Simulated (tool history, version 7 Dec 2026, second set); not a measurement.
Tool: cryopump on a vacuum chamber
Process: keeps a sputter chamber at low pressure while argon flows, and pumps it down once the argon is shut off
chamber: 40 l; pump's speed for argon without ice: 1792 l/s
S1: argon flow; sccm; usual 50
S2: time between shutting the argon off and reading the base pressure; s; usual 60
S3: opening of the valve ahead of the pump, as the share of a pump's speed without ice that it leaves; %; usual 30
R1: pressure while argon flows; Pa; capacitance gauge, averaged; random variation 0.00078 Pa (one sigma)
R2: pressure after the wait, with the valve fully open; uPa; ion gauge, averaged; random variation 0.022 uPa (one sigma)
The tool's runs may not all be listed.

Run 1, hour 0: usual settings. Result: R1 0.1605 Pa, R2 2.63 uPa.
Run 2, hour 19: usual settings. Result: R1 0.1604 Pa, R2 2.63 uPa.
Run 3, hour 56.9: usual settings. Result: R1 0.1617 Pa, R2 2.75 uPa.
Run 4, hour 82.8: usual settings. Result: R1 0.1601 Pa, R2 2.75 uPa.
Run 5, hour 118.2: usual settings. Result: R1 0.1627 Pa, R2 2.79 uPa.
Run 6, hour 157.6: usual settings. Result: R1 0.1629 Pa, R2 3 uPa.
Run 7, hour 187: usual settings. Result: R1 0.1625 Pa, R2 2.99 uPa.
Run 8, hour 227: usual settings. Result: R1 0.1636 Pa, R2 3.02 uPa.
Run 9, hour 247.7: usual settings but S2 71 s. Result: R1 0.1632 Pa, R2 2.9 uPa.
Run 10, hour 278.4: usual settings but S2 71 s. Result: R1 0.1635 Pa, R2 3 uPa.
Run 11, hour 316.4: usual settings but S2 71 s. Result: R1 0.1653 Pa, R2 3.01 uPa.
Run 12, hour 356.9: usual settings but S2 71 s. Result: R1 0.1656 Pa, R2 3.22 uPa.
Run 13, hour 390.2: usual settings. Result: R1 0.1654 Pa, R2 3.32 uPa.
Run 14, hour 427: usual settings. Result: R1 0.1648 Pa, R2 3.42 uPa.
At hour 458.9: leaking fittings of the chamber tightened, without venting.
Run 15, hour 459.9: usual settings. Result: R1 0.1659 Pa, R2 0.73 uPa.
Run 16, hour 488.6: usual settings. Result: R1 0.1664 Pa, R2 0.81 uPa.
Run 17, hour 530.8: usual settings. Result: R1 0.1691 Pa, R2 0.82 uPa.
Run 18, hour 573.5: usual settings but S2 22 s, S3 18 %. Result: R1 0.2728 Pa, R2 1.81 uPa.
Run 19, hour 590.9: usual settings but S2 22 s, S3 18 %. Result: R1 0.274 Pa, R2 1.84 uPa.
Run 20, hour 624.4: usual settings but S1 42 sccm, S2 41 s, S3 27 %. Result: R1 0.1567 Pa, R2 1.29 uPa.
Run 21, hour 644.9: usual settings but S1 79 sccm, S2 38 s, S3 17 %. Result: R1 0.4504 Pa, R2 1.33 uPa.
Run 22, hour 687.1: usual settings but S1 79 sccm, S2 38 s, S3 17 %. Result: R1 0.4582 Pa, R2 1.44 uPa.
Run 23, hour 709.5: usual settings but S2 271 s, S3 59 %. Result: R1 0.0922 Pa, R2 0.71 uPa.
Run 24, hour 728.2: usual settings but S1 23 sccm, S2 27 s, S3 60 %. Result: R1 0.0424 Pa, R2 1.82 uPa.
Run 25, hour 754.6: usual settings but S1 37 sccm, S2 267 s, S3 60 %. Result: R1 0.068 Pa, R2 0.81 uPa.
At hour 775.9: pump warmed up, emptied and cooled again.
Run 26, hour 777.2: usual settings but S1 67 sccm, S2 24 s, S3 17 %. Result: R1 0.3751 Pa, R2 1.89 uPa.
Run 27, hour 818.3: usual settings but S1 67 sccm, S2 24 s, S3 17 %. Result: R1 0.3729 Pa, R2 1.95 uPa.
Run 28, hour 846.1: usual settings but S1 67 sccm, S2 24 s, S3 17 %. Result: R1 0.3784 Pa, R2 1.94 uPa.
Run 29, hour 873.6: usual settings but S1 45 sccm, S2 61 s. Result: R1 0.143 Pa, R2 1.25 uPa.
Run 30, hour 896: usual settings but S1 43 sccm, S3 21 %. Result: R1 0.1967 Pa, R2 1.28 uPa.
Run 31, hour 920.4: usual settings but S1 80 sccm, S2 40 s, S3 28 %. Result: R1 0.2718 Pa, R2 1.54 uPa.
Run 32, hour 952.2: usual settings but S2 29 s, S3 45 %. Result: R1 0.1088 Pa, R2 1.89 uPa.
Run 33, hour 970.2: usual settings but S2 29 s, S3 45 %. Result: R1 0.1073 Pa, R2 1.87 uPa.

4 ways to go on from here, each from the tool as it stands after run 33. What would each give?
Run A, hour 1007.4: usual settings but S1 72 sccm, S2 29 s, S3 45 %. Result: R1 ?, R2 ?.
Run B, hour 1007.4: usual settings but S1 24 sccm, S2 29 s, S3 25 %. Result: R1 ?, R2 ?.
Run C, hour 1007.4: usual settings but S1 24 sccm, S3 22 %. Result: R1 ?, R2 ?.
Run D, hour 1007.4: usual settings but S1 37 sccm, S2 198 s, S3 20 %. Result: R1 ?, R2 ?.

run      R1    R2
  A  0.1564  2.01
  B  0.0913  2.01
  C  0.1048  1.44
  D  0.1776   1.1
Without the tool's hidden state the same runs would have given:
run      R1    R2
  A  0.1517  1.25
  B  0.0897  1.25
  C  0.1032   0.7
  D  0.1752  0.36
